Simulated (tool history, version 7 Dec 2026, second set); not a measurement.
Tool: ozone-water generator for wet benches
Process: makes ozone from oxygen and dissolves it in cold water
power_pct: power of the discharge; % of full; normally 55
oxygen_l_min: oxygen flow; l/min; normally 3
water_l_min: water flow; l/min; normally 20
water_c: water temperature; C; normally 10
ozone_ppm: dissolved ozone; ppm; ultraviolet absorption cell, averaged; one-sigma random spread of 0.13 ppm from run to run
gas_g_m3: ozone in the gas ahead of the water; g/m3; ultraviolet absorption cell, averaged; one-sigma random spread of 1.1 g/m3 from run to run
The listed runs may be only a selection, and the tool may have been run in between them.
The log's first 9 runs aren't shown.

{"hour": 387.8, "done": "contactor cleaned, once more"}
{"run": 10, "hour": 431.6, "power_pct": 55, "oxygen_l_min": 3, "water_l_min": 16, "water_c": 10, "ozone_ppm": 17.4, "gas_g_m3": 186.1}
{"run": 11, "hour": 474.8, "power_pct": 55, "oxygen_l_min": 3, "water_l_min": 16, "water_c": 10, "ozone_ppm": 17.3, "gas_g_m3": 186.3}
{"run": 12, "hour": 543.2, "power_pct": 55, "oxygen_l_min": 3, "water_l_min": 16, "water_c": 10, "ozone_ppm": 17.5, "gas_g_m3": 185.1}
{"run": 13, "hour": 585.8, "power_pct": 55, "oxygen_l_min": 3, "water_l_min": 16, "water_c": 10, "ozone_ppm": 17.7, "gas_g_m3": 186.9}
{"run": 14, "hour": 645.1, "power_pct": 55, "oxygen_l_min": 3, "water_l_min": 16, "water_c": 10, "ozone_ppm": 17.3, "gas_g_m3": 186.5}
{"run": 15, "hour": 679.1, "power_pct": 55, "oxygen_l_min": 3, "water_l_min": 16, "water_c": 10, "ozone_ppm": 17.5, "gas_g_m3": 188.6}
{"run": 16, "hour": 710.6, "power_pct": 55, "oxygen_l_min": 1.95, "water_l_min": 20, "water_c": 10, "ozone_ppm": 13.4, "gas_g_m3": 244.3}
{"run": 17, "hour": 751.8, "power_pct": 55, "oxygen_l_min": 1.95, "water_l_min": 20, "water_c": 10, "ozone_ppm": 13.4, "gas_g_m3": 242.9}
{"run": 18, "hour": 820.9, "power_pct": 59, "oxygen_l_min": 3, "water_l_min": 29, "water_c": 7, "ozone_ppm": 10.9, "gas_g_m3": 199.3}
{"run": 19, "hour": 869.9, "power_pct": 55, "oxygen_l_min": 1.57, "water_l_min": 16, "water_c": 10, "ozone_ppm": 15.9, "gas_g_m3": 280.2}
{"run": 20, "hour": 917.8, "power_pct": 55, "oxygen_l_min": 1.57, "water_l_min": 16, "water_c": 10, "ozone_ppm": 16, "gas_g_m3": 283.7}
{"run": 21, "hour": 980.2, "power_pct": 54, "oxygen_l_min": 1.57, "water_l_min": 23, "water_c": 10, "ozone_ppm": 10.8, "gas_g_m3": 274}
{"run": 22, "hour": 1052.9, "power_pct": 54, "oxygen_l_min": 1.57, "water_l_min": 23, "water_c": 10, "ozone_ppm": 10.9, "gas_g_m3": 274.5}
{"run": 23, "hour": 1088.6, "power_pct": 59, "oxygen_l_min": 3, "water_l_min": 20, "water_c": 10, "ozone_ppm": 15.1, "gas_g_m3": 197.5}
{"run": 24, "hour": 1134.8, "power_pct": 59, "oxygen_l_min": 1.69, "water_l_min": 12, "water_c": 10, "ozone_ppm": 22.5, "gas_g_m3": 283.9}
{"run": 25, "hour": 1206.0, "power_pct": 55, "oxygen_l_min": 3, "water_l_min": 24, "water_c": 15, "ozone_ppm": 11.6, "gas_g_m3": 185.1}
{"run": 26, "hour": 1265.7, "power_pct": 69, "oxygen_l_min": 3, "water_l_min": 24, "water_c": 17, "ozone_ppm": 13.7, "gas_g_m3": 225.7}
{"run": 27, "hour": 1318.1, "power_pct": 55, "oxygen_l_min": 2.09, "water_l_min": 15, "water_c": 6, "ozone_ppm": 18.5, "gas_g_m3": 233.3}
{"run": 28, "hour": 1350.3, "power_pct": 42, "oxygen_l_min": 3, "water_l_min": 20, "water_c": 10, "ozone_ppm": 11.3, "gas_g_m3": 148.1}
{"run": 29, "hour": 1416.9, "power_pct": 42, "oxygen_l_min": 3, "water_l_min": 20, "water_c": 10, "ozone_ppm": 11.2, "gas_g_m3": 147.8}
{"run": 30, "hour": 1450.5, "power_pct": 42, "oxygen_l_min": 3, "water_l_min": 17, "water_c": 10, "ozone_ppm": 13, "gas_g_m3": 147.6}
{"run": 31, "hour": 1492.4, "power_pct": 42, "oxygen_l_min": 3, "water_l_min": 17, "water_c": 10, "ozone_ppm": 13.2, "gas_g_m3": 149}
{"run": 32, "hour": 1526.9, "power_pct": 42, "oxygen_l_min": 3, "water_l_min": 17, "water_c": 10, "ozone_ppm": 13.1, "gas_g_m3": 148.5}

Branching from run 32: 3 alternative next runs. What would each branch give?
{"run": "A", "hour": 1588.9, "power_pct": 77, "oxygen_l_min": 3.81, "water_l_min": 17, "water_c": 9, "ozone_ppm": "?", "gas_g_m3": "?"}
{"run": "B", "hour": 1588.9, "power_pct": 42, "oxygen_l_min": 3, "water_l_min": 15, "water_c": 16, "ozone_ppm": "?", "gas_g_m3": "?"}
{"run": "C", "hour": 1588.9, "power_pct": 94, "oxygen_l_min": 3, "water_l_min": 15, "water_c": 10, "ozone_ppm": "?", "gas_g_m3": "?"}

run=A ozone_ppm=22.7 gas_g_m3=213.7
run=B ozone_ppm=13.5 gas_g_m3=148.9
run=C ozone_ppm=28.9 gas_g_m3=292.4
With no hidden state in the tool, these same runs would have given:
run=A ozone_ppm=23.1 gas_g_m3=215.6
run=B ozone_ppm=13.7 gas_g_m3=149.6
run=C ozone_ppm=29.5 gas_g_m3=295.3

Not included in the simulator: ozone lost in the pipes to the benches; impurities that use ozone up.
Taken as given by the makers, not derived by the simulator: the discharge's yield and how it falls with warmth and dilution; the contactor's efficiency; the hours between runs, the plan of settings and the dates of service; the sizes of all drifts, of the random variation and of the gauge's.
